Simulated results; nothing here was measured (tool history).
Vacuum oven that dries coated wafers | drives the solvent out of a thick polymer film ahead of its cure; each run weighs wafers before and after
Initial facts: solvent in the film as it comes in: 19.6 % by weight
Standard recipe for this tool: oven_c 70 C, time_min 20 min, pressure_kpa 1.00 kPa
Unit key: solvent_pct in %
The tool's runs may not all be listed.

| run | hour | oven_c | time_min | pressure_kpa | solvent_pct |
|---|---|---|---|---|---|
| 1 | 0.0 | 70 | 20 | 1.00 | 0.92 |
| 2 | 17.1 | 70 | 20 | 1.00 | 1.05 |
| 3 | 28.7 | 70 | 20 | 1.00 | 0.99 |
| 4 | 46.5 | 70 | 20 | 1.00 | 0.95 |
| 5 | 59.2 | 70 | 20 | 1.00 | 0.94 |
| 6 | 67.7 | 70 | 20 | 1.00 | 1.00 |
| 7 | 84.6 | 70 | 20 | 1.00 | 0.99 |
| 8 | 95.1 | 70 | 20 | 1.00 | 0.97 |
| 9 | 110.5 | 57 | 20 | 1.00 | 5.90 |
| 10 | 128.4 | 57 | 20 | 1.00 | 5.94 |
| 11 | 143.8 | 57 | 20 | 1.00 | 5.91 |
| 12 | 159.4 | 70 | 20 | 1.00 | 0.95 |
| 13 | 175.3 | 70 | 20 | 1.00 | 0.99 |
| 14 | 183.6 | 70 | 20 | 1.00 | 1.00 |
| 15 | 196.6 | 70 | 20 | 1.00 | 0.91 |
| 16 | 216.1 | 70 | 20 | 2.93 | 1.36 |
| 17 | 229.4 | 70 | 25 | 1.00 | 0.58 |
| 18 | 240.5 | 70 | 25 | 1.00 | 0.61 |
| 19 | 255.1 | 70 | 20 | 1.00 | 1.04 |
| 20 | 270.2 | 70 | 15 | 1.00 | 1.83 |
| 21 | 287.3 | 70 | 27 | 3.87 | 1.13 |
| 22 | 303.9 | 70 | 20 | 1.23 | 1.11 |
| 23 | 321.8 | 63 | 16 | 0.87 | 4.26 |
| 24 | 338.0 | 63 | 16 | 0.87 | 4.31 |
| 25 | 352.3 | 63 | 16 | 0.87 | 4.42 |
| 26 | 368.4 | 63 | 26 | 0.87 | 2.02 |
| 27 | 382.1 | 63 | 26 | 0.87 | 2.01 |
| 28 | 398.1 | 68 | 17 | 2.31 | 2.29 |
| 29 | 414.2 | 57 | 17 | 2.31 | 7.25 |
| 30 | 431.3 | 57 | 32 | 0.55 | 3.33 |
|  | 436.2 | oven's thermocouples calibrated |
| 31 | 447.5 | 57 | 25 | 2.69 | 4.31 |
| 32 | 458.9 | 70 | 11 | 1.00 | 2.59 |
| 33 | 473.4 | 70 | 28 | 0.55 | 0.23 |
| 34 | 488.9 | 70 | 28 | 0.55 | 0.27 |
| 35 | 505.0 | 67 | 20 | 2.93 | 1.69 |
| 36 | 516.5 | 84 | 11 | 1.00 | 0.22 |
| 37 | 532.6 | 84 | 11 | 1.00 | 0.21 |
| 38 | 541.7 | 84 | 11 | 1.00 | 0.25 |
| 39 | 551.1 | 84 | 11 | 1.00 | 0.27 |

3 options for the next run, each taken on its own from the tool as it stands now. Forecast them:
| A | 559.9 | 74 | 20 | 2.21 | ? |
| B | 559.9 | 84 | 32 | 1.00 | ? |
| C | 559.9 | 84 | 11 | 2.45 | ? |

| run | solvent_pct |
|---|---|
| A | 0.54 |
| B | 0.13 |
| C | 0.34 |
Without the tool's unlogged condition, the same runs would have read:
| run | solvent_pct |
|---|---|
| A | 0.53 |
| B | 0.13 |
| C | 0.34 |
